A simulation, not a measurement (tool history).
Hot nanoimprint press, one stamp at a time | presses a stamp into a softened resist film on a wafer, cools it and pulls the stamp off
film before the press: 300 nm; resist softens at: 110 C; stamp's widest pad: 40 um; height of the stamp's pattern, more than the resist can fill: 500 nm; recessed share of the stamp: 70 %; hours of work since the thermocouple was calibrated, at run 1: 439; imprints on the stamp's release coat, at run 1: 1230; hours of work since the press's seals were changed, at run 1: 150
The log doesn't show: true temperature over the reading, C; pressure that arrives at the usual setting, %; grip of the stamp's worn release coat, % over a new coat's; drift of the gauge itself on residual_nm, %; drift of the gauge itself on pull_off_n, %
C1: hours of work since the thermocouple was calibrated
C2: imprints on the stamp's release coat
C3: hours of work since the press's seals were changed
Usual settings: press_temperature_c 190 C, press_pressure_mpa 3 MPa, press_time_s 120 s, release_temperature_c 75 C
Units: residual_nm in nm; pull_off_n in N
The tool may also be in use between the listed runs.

Run 1, day 0: usual settings; C1 439; C2 1230; C3 150. Result: residual_nm 142 nm, pull_off_n 353 N.
Run 2, day 0.675: usual settings; C1 449; C2 1271; C3 160. Result: residual_nm 138.7 nm, pull_off_n 349 N.
Run 3, day 1.304: usual settings; C1 458; C2 1309; C3 169. Result: residual_nm 139.5 nm, pull_off_n 366 N.
Run 4, day 1.646: usual settings; C1 463; C2 1330; C3 174. Result: residual_nm 141.3 nm, pull_off_n 360 N.
Run 5, day 2.279: usual settings; C1 472; C2 1369; C3 183. Result: residual_nm 139.2 nm, pull_off_n 358 N.
Run 6, day 2.921: usual settings; C1 481; C2 1408; C3 192. Result: residual_nm 139.8 nm, pull_off_n 362 N.
Run 7, day 3.558: usual settings but press_temperature_c 186 C; C1 490; C2 1447; C3 201. Result: residual_nm 162.7 nm, pull_off_n 340 N.
Run 8, day 4.246: usual settings; C1 500; C2 1489; C3 211. Result: residual_nm 140 nm, pull_off_n 360 N.
At day 4.592: plate thermocouple calibrated.
Run 9, day 4.708: usual settings; C1 2; C2 1509; C3 216. Result: residual_nm 128.1 nm, pull_off_n 343 N.
Run 10, day 5.088: usual settings but release_temperature_c 78 C; C1 7; C2 1532; C3 222. Result: residual_nm 126.6 nm, pull_off_n 329 N.
Run 11, day 5.696: usual settings but release_temperature_c 78 C; C1 16; C2 1570; C3 231. Result: residual_nm 128.3 nm, pull_off_n 315 N.
Run 12, day 6.208: usual settings but press_temperature_c 184 C, press_pressure_mpa 3.3 MPa, press_time_s 80 s, release_temperature_c 81 C; C1 23; C2 1601; C3 238. Result: residual_nm 173.7 nm, pull_off_n 278 N.
Run 13, day 6.6: usual settings but press_time_s 77 s, release_temperature_c 79 C; C1 29; C2 1625; C3 244. Result: residual_nm 151.1 nm, pull_off_n 319 N.
Run 14, day 7.292: usual settings but press_time_s 77 s, release_temperature_c 79 C; C1 39; C2 1667; C3 254. Result: residual_nm 152.2 nm, pull_off_n 312 N.
Run 15, day 7.6: usual settings but press_temperature_c 187 C, press_pressure_mpa 1.91 MPa, release_temperature_c 63 C; C1 43; C2 1686; C3 258. Result: residual_nm 172.9 nm, pull_off_n 473 N.
Run 16, day 8.229: usual settings but press_temperature_c 187 C, press_pressure_mpa 1.91 MPa, release_temperature_c 63 C; C1 53; C2 1724; C3 267. Result: residual_nm 171.2 nm, pull_off_n 489 N.
Run 17, day 8.95: usual settings but press_temperature_c 187 C, press_pressure_mpa 3.98 MPa, press_time_s 90 s, release_temperature_c 63 C; C1 63; C2 1768; C3 278. Result: residual_nm 142.6 nm, pull_off_n 484 N.

The same runs without the tool's hidden state, with the same run-to-run variation:
run  residual_nm  pull_off_n
  1        130.9         242
  2        127.5         237
  3          128         246
  4        129.6         240
  5        127.4         237
  6        127.7         236
  7        148.8         220
  8        127.4         231
  9        129.5         237
 10        127.8         226
 11        129.2         215
 12        174.6         188
 13        151.8         214
 14        152.5         207
 15        173.4         312
 16        171.5         320
 17        142.1         313
